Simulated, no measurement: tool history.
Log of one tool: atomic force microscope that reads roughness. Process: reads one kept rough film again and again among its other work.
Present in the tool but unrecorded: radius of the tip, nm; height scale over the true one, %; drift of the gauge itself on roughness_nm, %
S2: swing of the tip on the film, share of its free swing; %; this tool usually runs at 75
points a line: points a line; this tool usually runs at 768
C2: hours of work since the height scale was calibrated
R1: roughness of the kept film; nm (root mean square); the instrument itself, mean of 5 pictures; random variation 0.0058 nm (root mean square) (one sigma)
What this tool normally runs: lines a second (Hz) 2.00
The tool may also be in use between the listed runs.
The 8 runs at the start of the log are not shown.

-- hour=250.6 new tip fitted
run 9 hour=254.4 | lines_a_second_(Hz)=2.00 S2=75 points_a_line=768 | pictures_with_this_tip=6 C2=284 | R1=1.034
run 10 hour=279.4 | lines_a_second_(Hz)=2.00 S2=75 points_a_line=768 | pictures_with_this_tip=47 C2=299 | R1=0.965
-- hour=301.8 new tip fitted
run 11 hour=321.9 | lines_a_second_(Hz)=2.00 S2=75 points_a_line=768 | pictures_with_this_tip=32 C2=323 | R1=0.976
-- hour=353.5 new tip fitted
run 12 hour=368.6 | lines_a_second_(Hz)=2.00 S2=75 points_a_line=522 | pictures_with_this_tip=24 C2=351 | R1=1.005
run 13 hour=393.8 | lines_a_second_(Hz)=2.00 S2=75 points_a_line=522 | pictures_with_this_tip=65 C2=366 | R1=0.933
-- hour=406.5 new tip fitted
run 14 hour=434.5 | lines_a_second_(Hz)=2.00 S2=75 points_a_line=522 | pictures_with_this_tip=45 C2=389 | R1=0.971
-- hour=460.2 new tip fitted
run 15 hour=461.3 | lines_a_second_(Hz)=2.00 S2=75 points_a_line=522 | pictures_with_this_tip=1 C2=405 | R1=1.034
run 16 hour=502.5 | lines_a_second_(Hz)=2.00 S2=75 points_a_line=522 | pictures_with_this_tip=68 C2=429 | R1=0.938
-- hour=513.9 new tip fitted
run 17 hour=539.3 | lines_a_second_(Hz)=2.00 S2=75 points_a_line=768 | pictures_with_this_tip=41 C2=450 | R1=0.990
-- hour=565.1 new tip fitted
run 18 hour=574.9 | lines_a_second_(Hz)=0.69 S2=75 points_a_line=768 | pictures_with_this_tip=15 C2=471 | R1=1.103
-- hour=618.2 new tip fitted
run 19 hour=618.2 | lines_a_second_(Hz)=0.69 S2=75 points_a_line=768 | pictures_with_this_tip=0 C2=496 | R1=1.131
run 20 hour=660.2 | lines_a_second_(Hz)=0.69 S2=75 points_a_line=768 | pictures_with_this_tip=68 C2=521 | R1=1.007
-- hour=671.3 new tip fitted
run 21 hour=709.4 | lines_a_second_(Hz)=3.57 S2=75 points_a_line=768 | pictures_with_this_tip=61 C2=550 | R1=0.865
-- hour=726.0 new tip fitted
run 22 hour=751.8 | lines_a_second_(Hz)=2.00 S2=75 points_a_line=768 | pictures_with_this_tip=41 C2=574 | R1=0.974
-- hour=779.2 new tip fitted
run 23 hour=800.8 | lines_a_second_(Hz)=2.00 S2=75 points_a_line=768 | pictures_with_this_tip=35 C2=603 | R1=0.976
-- hour=830.5 new tip fitted
run 24 hour=830.5 | lines_a_second_(Hz)=3.63 S2=60 points_a_line=407 | pictures_with_this_tip=0 C2=620 | R1=1.060
run 25 hour=852.1 | lines_a_second_(Hz)=3.38 S2=82 points_a_line=768 | pictures_with_this_tip=35 C2=633 | R1=0.850
-- hour=883.4 new tip fitted
run 26 hour=884.1 | lines_a_second_(Hz)=0.81 S2=66 points_a_line=389 | pictures_with_this_tip=1 C2=651 | R1=1.126
run 27 hour=923.1 | lines_a_second_(Hz)=1.29 S2=80 points_a_line=768 | pictures_with_this_tip=64 C2=674 | R1=0.966
-- hour=936.4 new tip fitted
run 28 hour=946.9 | lines_a_second_(Hz)=1.29 S2=80 points_a_line=768 | pictures_with_this_tip=17 C2=688 | R1=1.021
run 29 hour=976.4 | lines_a_second_(Hz)=1.29 S2=80 points_a_line=768 | pictures_with_this_tip=64 C2=706 | R1=0.952
-- hour=989.9 new tip fitted
run 30 hour=1002.9 | lines_a_second_(Hz)=1.29 S2=80 points_a_line=768 | pictures_with_this_tip=21 C2=721 | R1=1.023
run 31 hour=1024.8 | lines_a_second_(Hz)=0.56 S2=55 points_a_line=768 | pictures_with_this_tip=56 C2=734 | R1=1.052
-- hour=1042.0 new tip fitted
run 32 hour=1052.3 | lines_a_second_(Hz)=0.56 S2=55 points_a_line=394 | pictures_with_this_tip=17 C2=750 | R1=1.121

Forecast run 33:
run 33 hour=1076.7 | lines_a_second_(Hz)=2.00 S2=68 points_a_line=768 | pictures_with_this_tip=56 C2=764 | R1=?

Run 33 measured R1 0.984 nm (root mean square).
With no hidden state in the tool, this same run would have given R1 1.092 nm (root mean square).

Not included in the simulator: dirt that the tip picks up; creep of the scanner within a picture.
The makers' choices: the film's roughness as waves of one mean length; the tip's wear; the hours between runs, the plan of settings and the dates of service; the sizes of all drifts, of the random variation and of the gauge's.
